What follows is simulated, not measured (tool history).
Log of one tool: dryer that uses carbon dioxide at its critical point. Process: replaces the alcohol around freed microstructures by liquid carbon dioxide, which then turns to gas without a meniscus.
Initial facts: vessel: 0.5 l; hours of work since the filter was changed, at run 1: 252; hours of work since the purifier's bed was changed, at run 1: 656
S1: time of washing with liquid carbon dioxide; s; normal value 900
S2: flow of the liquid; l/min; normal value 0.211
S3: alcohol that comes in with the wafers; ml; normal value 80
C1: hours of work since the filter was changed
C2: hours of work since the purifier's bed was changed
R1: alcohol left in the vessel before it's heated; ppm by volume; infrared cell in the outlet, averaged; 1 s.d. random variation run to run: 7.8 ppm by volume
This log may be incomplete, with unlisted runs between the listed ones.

{"run": 1, "hour": 0.0, "S1": 900, "S2": 0.211, "S3": 80, "C1": 252, "C2": 656, "R1": 748}
{"run": 2, "hour": 15.8, "S1": 1080, "S2": 0.211, "S3": 80, "C1": 264, "C2": 668, "R1": 307}
{"run": 3, "hour": 33.2, "S1": 1080, "S2": 0.211, "S3": 80, "C1": 278, "C2": 682, "R1": 299}
{"run": 4, "hour": 57.2, "S1": 1080, "S2": 0.211, "S3": 80, "C1": 297, "C2": 701, "R1": 323}
{"run": 5, "hour": 88.3, "S1": 1080, "S2": 0.211, "S3": 80, "C1": 321, "C2": 725, "R1": 334}
{"hour": 109.4, "done": "inlet filter changed"}
{"run": 6, "hour": 122.5, "S1": 900, "S2": 0.134, "S3": 80, "C1": 10, "C2": 751, "R1": 3908}
{"run": 7, "hour": 145.1, "S1": 840, "S2": 0.145, "S3": 53, "C1": 28, "C2": 769, "R1": 2591}
{"run": 8, "hour": 176.8, "S1": 720, "S2": 0.189, "S3": 53, "C1": 53, "C2": 794, "R1": 1652}
{"run": 9, "hour": 201.5, "S1": 900, "S2": 0.179, "S3": 22, "C1": 72, "C2": 813, "R1": 423}
{"run": 10, "hour": 230.4, "S1": 900, "S2": 0.179, "S3": 22, "C1": 95, "C2": 836, "R1": 438}

Pick out some run-to-run changes in R1. Of each, how much would a tool without hidden state show as well, from the settings, what came in and chance, and how much is left for the hidden state and any gauge scatter not in both results compared?
Unlogged tool condition in this case: flow that reaches the vessel past the clogged filter, %; alcohol in the recycled carbon dioxide, ppm; drift of the gauge itself on alcohol_ppm, %.
Run 1 -> 2: S1 900 -> 1080. R1 -441 ppm by volume: hidden state -152, all else -289.
Run 5 -> 6: S1 1080 -> 900, S2 0.211 -> 0.134, inlet filter changed. R1 +3574 ppm by volume: hidden state +10, all else +3564.

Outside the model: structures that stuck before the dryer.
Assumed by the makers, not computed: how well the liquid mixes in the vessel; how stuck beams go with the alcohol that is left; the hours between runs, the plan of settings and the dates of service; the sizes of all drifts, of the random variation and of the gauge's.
